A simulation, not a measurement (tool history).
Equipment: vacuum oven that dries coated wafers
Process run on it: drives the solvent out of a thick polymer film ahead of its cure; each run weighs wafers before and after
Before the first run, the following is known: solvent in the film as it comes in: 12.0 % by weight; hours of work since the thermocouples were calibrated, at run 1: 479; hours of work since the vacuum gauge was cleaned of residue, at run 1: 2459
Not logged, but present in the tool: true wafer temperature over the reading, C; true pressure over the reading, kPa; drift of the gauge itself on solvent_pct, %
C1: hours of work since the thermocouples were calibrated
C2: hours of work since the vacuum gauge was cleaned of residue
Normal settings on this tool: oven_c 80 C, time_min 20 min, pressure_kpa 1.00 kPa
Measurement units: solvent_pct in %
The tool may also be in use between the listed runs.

Run 1, hour 0.0: usual settings; C1 479; C2 2459. Result: solvent_pct 2.02 %.
Run 2, hour 92.3: usual settings; C1 530; C2 2510. Result: solvent_pct 2.01 %.
Run 3, hour 185.1: usual settings but time_min 12 min; C1 582; C2 2561. Result: solvent_pct 3.11 %.
Run 4, hour 295.9: usual settings but time_min 19 min; C1 643; C2 2623. Result: solvent_pct 2.02 %.
Run 5, hour 364.0: usual settings; C1 681; C2 2660. Result: solvent_pct 2.05 %.
Run 6, hour 422.2: usual settings; C1 713; C2 2693. Result: solvent_pct 2.01 %.
Run 7, hour 476.2: usual settings; C1 743; C2 2723. Result: solvent_pct 2.03 %.
Run 8, hour 536.2: usual settings but pressure_kpa 1.19 kPa; C1 776; C2 2756. Result: solvent_pct 2.17 %.
At hour 587.8: oven's thermocouples calibrated.
Run 9, hour 604.4: usual settings but pressure_kpa 1.19 kPa; C1 9; C2 2792. Result: solvent_pct 2.10 %.
Run 10, hour 684.9: usual settings but oven_c 76 C; C1 54; C2 2837. Result: solvent_pct 2.59 %.
Run 11, hour 749.9: usual settings but oven_c 76 C; C1 90; C2 2873. Result: solvent_pct 2.59 %.
Run 12, hour 860.8: usual settings; C1 151; C2 2935. Result: solvent_pct 1.93 %.
At hour 936.4: oven's thermocouples calibrated, once more.
Run 13, hour 973.1: usual settings but time_min 11 min; C1 20; C2 2996. Result: solvent_pct 3.67 %.
Run 14, hour 1066.8: usual settings but pressure_kpa 2.97 kPa; C1 72; C2 3048. Result: solvent_pct 3.88 %.
At hour 1126.2: vacuum gauge cleaned of residue and calibrated.
Run 15, hour 1164.5: usual settings but pressure_kpa 2.97 kPa; C1 125; C2 21. Result: solvent_pct 3.26 %.
Run 16, hour 1277.4: usual settings; C1 188; C2 84. Result: solvent_pct 1.63 %.
Run 17, hour 1323.6: usual settings; C1 214; C2 109. Result: solvent_pct 1.49 %.
Run 18, hour 1427.3: usual settings; C1 271; C2 167. Result: solvent_pct 1.60 %.
Run 19, hour 1520.6: usual settings; C1 323; C2 218. Result: solvent_pct 1.50 %.
Run 20, hour 1597.6: usual settings; C1 365; C2 261. Result: solvent_pct 1.59 %.
Run 21, hour 1652.9: usual settings but oven_c 83 C; C1 396; C2 292. Result: solvent_pct 1.21 %.
Run 22, hour 1723.3: usual settings but oven_c 83 C; C1 435; C2 331. Result: solvent_pct 1.16 %.
Run 23, hour 1824.4: usual settings but oven_c 83 C, time_min 10 min; C1 491; C2 387. Result: solvent_pct 2.59 %.
Run 24, hour 1905.8: usual settings but oven_c 84 C, time_min 11 min, pressure_kpa 2.06 kPa; C1 536; C2 432. Result: solvent_pct 2.73 %.
Run 25, hour 2011.2: usual settings but oven_c 91 C; C1 595; C2 490. Result: solvent_pct 0.73 %.
Run 26, hour 2080.8: usual settings but oven_c 91 C; C1 633; C2 529. Result: solvent_pct 0.67 %.
Run 27, hour 2180.6: usual settings but oven_c 93 C, time_min 16 min, pressure_kpa 0.78 kPa; C1 688; C2 584. Result: solvent_pct 0.60 %.
Run 28, hour 2268.6: usual settings but oven_c 93 C, time_min 16 min, pressure_kpa 0.78 kPa; C1 737; C2 633. Result: solvent_pct 0.51 %.
Run 29, hour 2327.1: usual settings but oven_c 71 C, time_min 34 min, pressure_kpa 0.94 kPa; C1 770; C2 665. Result: solvent_pct 1.93 %.
Run 30, hour 2385.5: usual settings but oven_c 71 C, time_min 29 min, pressure_kpa 0.55 kPa; C1 802; C2 698. Result: solvent_pct 1.79 %.
At hour 2396.6: oven's thermocouples calibrated.
Run 31, hour 2462.3: usual settings but oven_c 71 C, time_min 29 min, pressure_kpa 0.55 kPa; C1 36; C2 739. Result: solvent_pct 1.98 %.
Run 32, hour 2575.6: usual settings but oven_c 68 C, time_min 31 min, pressure_kpa 2.02 kPa; C1 99; C2 802. Result: solvent_pct 4.21 %.
Run 33, hour 2674.9: usual settings but oven_c 87 C, time_min 31 min, pressure_kpa 1.11 kPa; C1 154; C2 857. Result: solvent_pct 0.93 %.
Run 34, hour 2772.7: usual settings but oven_c 91 C, time_min 31 min, pressure_kpa 1.11 kPa; C1 208; C2 911. Result: solvent_pct 0.82 %.
Run 35, hour 2880.9: usual settings but oven_c 91 C, time_min 31 min, pressure_kpa 1.11 kPa; C1 268; C2 971. Result: solvent_pct 0.66 %.
Run 36, hour 2963.5: usual settings but oven_c 88 C, time_min 13 min, pressure_kpa 0.95 kPa; C1 314; C2 1017. Result: solvent_pct 1.23 %.
Run 37, hour 3035.0: usual settings but oven_c 90 C; C1 354; C2 1056. Result: solvent_pct 0.80 %.
Run 38, hour 3138.7: usual settings but oven_c 66 C, pressure_kpa 1.10 kPa; C1 411; C2 1114. Result: solvent_pct 4.73 %.
Run 39, hour 3192.1: usual settings but oven_c 66 C, pressure_kpa 1.10 kPa; C1 441; C2 1143. Result: solvent_pct 4.76 %.
Run 40, hour 3291.3: usual settings but oven_c 89 C, time_min 24 min; C1 496; C2 1198. Result: solvent_pct 0.90 %.
Run 41, hour 3350.9: usual settings but oven_c 94 C, time_min 21 min; C1 529; C2 1231. Result: solvent_pct 0.71 %.
Run 42, hour 3447.5: usual settings but time_min 26 min, pressure_kpa 2.18 kPa; C1 582; C2 1285. Result: solvent_pct 2.34 %.
Run 43, hour 3533.5: usual settings but time_min 26 min, pressure_kpa 2.18 kPa; C1 630; C2 1332. Result: solvent_pct 2.26 %.
Run 44, hour 3629.4: usual settings but time_min 26 min, pressure_kpa 2.18 kPa; C1 683; C2 1385. Result: solvent_pct 2.39 %.
Run 45, hour 3738.9: usual settings but time_min 26 min, pressure_kpa 2.18 kPa; C1 744; C2 1446. Result: solvent_pct 2.30 %.
At hour 3854.3: oven's thermocouples calibrated.
Run 46, hour 3854.3: usual settings but oven_c 84 C, time_min 19 min, pressure_kpa 1.89 kPa; C1 0; C2 1509. Result: solvent_pct 2.27 %.

For each entry between runs, how does the tool's hidden state at the last listed run before it compare with that at the first listed run after it?
After run 8, before run 9: oven's thermocouples calibrated (hour 587.8)
  true wafer temperature over the reading, C: 1.49 -> 1.86; true pressure over the reading, kPa: 0.685 -> 0.694
  measured less the result without the state, solvent_pct: +0.34 -> +0.29 %
After run 12, before run 13: oven's thermocouples calibrated, once more (hour 936.4)
  true wafer temperature over the reading, C: 2.16 -> 0.33; true pressure over the reading, kPa: 0.728 -> 0.744
  measured less the result without the state, solvent_pct: +0.28 -> +0.46 %
After run 14, before run 15: vacuum gauge cleaned of residue and calibrated (hour 1126.2)
  true wafer temperature over the reading, C: 0.43 -> 0.55; true pressure over the reading, kPa: 0.757 -> 0.02
  measured less the result without the state, solvent_pct: +0.54 -> -0.09 %
After run 30, before run 31: oven's thermocouples calibrated (hour 2396.6)
  true wafer temperature over the reading, C: 2.01 -> 0.65; true pressure over the reading, kPa: 0.188 -> 0.199
  measured less the result without the state, solvent_pct: -0.14 -> +0.11 %
After run 45, before run 46: oven's thermocouples calibrated (hour 3854.3)
  true wafer temperature over the reading, C: 2.16 -> -0.16; true pressure over the reading, kPa: 0.376 -> 0.391
  measured less the result without the state, solvent_pct: +0.03 -> +0.32 %
